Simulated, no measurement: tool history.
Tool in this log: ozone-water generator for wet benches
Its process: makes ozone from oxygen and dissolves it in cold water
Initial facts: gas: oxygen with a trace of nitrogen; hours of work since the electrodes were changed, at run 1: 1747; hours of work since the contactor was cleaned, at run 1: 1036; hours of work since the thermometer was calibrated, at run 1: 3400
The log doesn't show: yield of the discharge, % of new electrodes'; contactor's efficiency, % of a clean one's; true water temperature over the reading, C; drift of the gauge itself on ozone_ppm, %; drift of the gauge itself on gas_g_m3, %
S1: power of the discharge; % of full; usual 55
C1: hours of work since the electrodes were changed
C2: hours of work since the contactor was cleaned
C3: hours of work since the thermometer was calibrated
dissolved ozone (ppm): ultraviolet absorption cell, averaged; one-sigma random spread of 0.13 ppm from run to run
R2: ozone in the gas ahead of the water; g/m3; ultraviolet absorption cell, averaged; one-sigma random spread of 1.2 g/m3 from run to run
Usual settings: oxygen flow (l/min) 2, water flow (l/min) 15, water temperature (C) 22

{"run": 1, "day": 0.0, "S1": 55, "oxygen flow (l/min)": 2, "water flow (l/min)": 15, "water temperature (C)": 22, "C1": 1747, "C2": 1036, "C3": 3400, "dissolved ozone (ppm)": 12.9, "R2": 220}
{"run": 2, "day": 4.158, "S1": 55, "oxygen flow (l/min)": 2.23, "water flow (l/min)": 15, "water temperature (C)": 22, "C1": 1824, "C2": 1113, "C3": 3477, "dissolved ozone (ppm)": 13, "R2": 214.3}
{"run": 3, "day": 7.171, "S1": 55, "oxygen flow (l/min)": 2.23, "water flow (l/min)": 15, "water temperature (C)": 22, "C1": 1879, "C2": 1169, "C3": 3533, "dissolved ozone (ppm)": 13.1, "R2": 210.4}
{"run": 4, "day": 10.429, "S1": 55, "oxygen flow (l/min)": 2.23, "water flow (l/min)": 11, "water temperature (C)": 22, "C1": 1940, "C2": 1229, "C3": 3593, "dissolved ozone (ppm)": 18.2, "R2": 210.7}
{"run": 5, "day": 14.342, "S1": 55, "oxygen flow (l/min)": 2.23, "water flow (l/min)": 11, "water temperature (C)": 22, "C1": 2012, "C2": 1301, "C3": 3666, "dissolved ozone (ppm)": 18.1, "R2": 212}
{"run": 6, "day": 18.354, "S1": 55, "oxygen flow (l/min)": 2.23, "water flow (l/min)": 11, "water temperature (C)": 22, "C1": 2087, "C2": 1376, "C3": 3740, "dissolved ozone (ppm)": 17.9, "R2": 210.9}
{"run": 7, "day": 22.508, "S1": 55, "oxygen flow (l/min)": 2.23, "water flow (l/min)": 11, "water temperature (C)": 22, "C1": 2164, "C2": 1453, "C3": 3817, "dissolved ozone (ppm)": 17.8, "R2": 213.8}
{"run": 8, "day": 24.912, "S1": 55, "oxygen flow (l/min)": 2.23, "water flow (l/min)": 11, "water temperature (C)": 17, "C1": 2208, "C2": 1497, "C3": 3861, "dissolved ozone (ppm)": 19.2, "R2": 211}
{"run": 9, "day": 26.788, "S1": 55, "oxygen flow (l/min)": 2, "water flow (l/min)": 15, "water temperature (C)": 22, "C1": 2243, "C2": 1532, "C3": 3896, "dissolved ozone (ppm)": 12.7, "R2": 220.1}
{"run": 10, "day": 30.712, "S1": 55, "oxygen flow (l/min)": 2, "water flow (l/min)": 15, "water temperature (C)": 17, "C1": 2315, "C2": 1605, "C3": 3969, "dissolved ozone (ppm)": 13.5, "R2": 220.7}
{"run": 11, "day": 32.938, "S1": 75, "oxygen flow (l/min)": 2.44, "water flow (l/min)": 12, "water temperature (C)": 18, "C1": 2357, "C2": 1646, "C3": 4010, "dissolved ozone (ppm)": 22.2, "R2": 255.1}
{"run": 12, "day": 37.288, "S1": 92, "oxygen flow (l/min)": 2, "water flow (l/min)": 17, "water temperature (C)": 22, "C1": 2437, "C2": 1726, "C3": 4091, "dissolved ozone (ppm)": 15.8, "R2": 316.5}
{"run": 13, "day": 40.929, "S1": 92, "oxygen flow (l/min)": 2, "water flow (l/min)": 17, "water temperature (C)": 22, "C1": 2505, "C2": 1794, "C3": 4158, "dissolved ozone (ppm)": 15.7, "R2": 314.4}
{"run": 14, "day": 44.838, "S1": 55, "oxygen flow (l/min)": 1.56, "water flow (l/min)": 24, "water temperature (C)": 22, "C1": 2577, "C2": 1866, "C3": 4231, "dissolved ozone (ppm)": 6.4, "R2": 240.3}
{"run": 15, "day": 47.583, "S1": 55, "oxygen flow (l/min)": 1.56, "water flow (l/min)": 24, "water temperature (C)": 22, "C1": 2628, "C2": 1917, "C3": 4281, "dissolved ozone (ppm)": 6.4, "R2": 243.3}
{"run": 16, "day": 51.092, "S1": 55, "oxygen flow (l/min)": 1.56, "water flow (l/min)": 19, "water temperature (C)": 22, "C1": 2693, "C2": 1982, "C3": 4346, "dissolved ozone (ppm)": 8.7, "R2": 242.1}
{"run": 17, "day": 54.862, "S1": 65, "oxygen flow (l/min)": 1.56, "water flow (l/min)": 11, "water temperature (C)": 28, "C1": 2763, "C2": 2052, "C3": 4416, "dissolved ozone (ppm)": 17.2, "R2": 270.5}
{"run": 18, "day": 57.283, "S1": 81, "oxygen flow (l/min)": 2, "water flow (l/min)": 15, "water temperature (C)": 22, "C1": 2808, "C2": 2097, "C3": 4461, "dissolved ozone (ppm)": 16.6, "R2": 288.3}
{"run": 19, "day": 59.533, "S1": 81, "oxygen flow (l/min)": 1.89, "water flow (l/min)": 9, "water temperature (C)": 24, "C1": 2849, "C2": 2138, "C3": 4503, "dissolved ozone (ppm)": 26.7, "R2": 294.4}
{"run": 20, "day": 62.758, "S1": 60, "oxygen flow (l/min)": 2, "water flow (l/min)": 10, "water temperature (C)": 22, "C1": 2909, "C2": 2198, "C3": 4563, "dissolved ozone (ppm)": 20.5, "R2": 234.3}

Alternative continuations, all from the tool just after run 20; predict every row:
{"run": "A", "day": 65.546, "S1": 60, "oxygen flow (l/min)": 2, "water flow (l/min)": 10, "water temperature (C)": 16, "C1": 2961, "C2": 2250, "C3": 4614, "dissolved ozone (ppm)": "?", "R2": "?"}
{"run": "B", "day": 65.546, "S1": 46, "oxygen flow (l/min)": 2, "water flow (l/min)": 10, "water temperature (C)": 22, "C1": 2961, "C2": 2250, "C3": 4614, "dissolved ozone (ppm)": "?", "R2": "?"}
{"run": "C", "day": 65.546, "S1": 55, "oxygen flow (l/min)": 2, "water flow (l/min)": 22, "water temperature (C)": 14, "C1": 2961, "C2": 2250, "C3": 4614, "dissolved ozone (ppm)": "?", "R2": "?"}

run=A dissolved_ozone_(ppm)=22.3 R2=233.3
run=B dissolved_ozone_(ppm)=17.1 R2=194.9
run=C dissolved_ozone_(ppm)=8.5 R2=220.6
Without the tool's unlogged condition, the same runs would have read:
run=A dissolved_ozone_(ppm)=22.3 R2=233.5
run=B dissolved_ozone_(ppm)=17.2 R2=195.1
run=C dissolved_ozone_(ppm)=8.5 R2=220.8

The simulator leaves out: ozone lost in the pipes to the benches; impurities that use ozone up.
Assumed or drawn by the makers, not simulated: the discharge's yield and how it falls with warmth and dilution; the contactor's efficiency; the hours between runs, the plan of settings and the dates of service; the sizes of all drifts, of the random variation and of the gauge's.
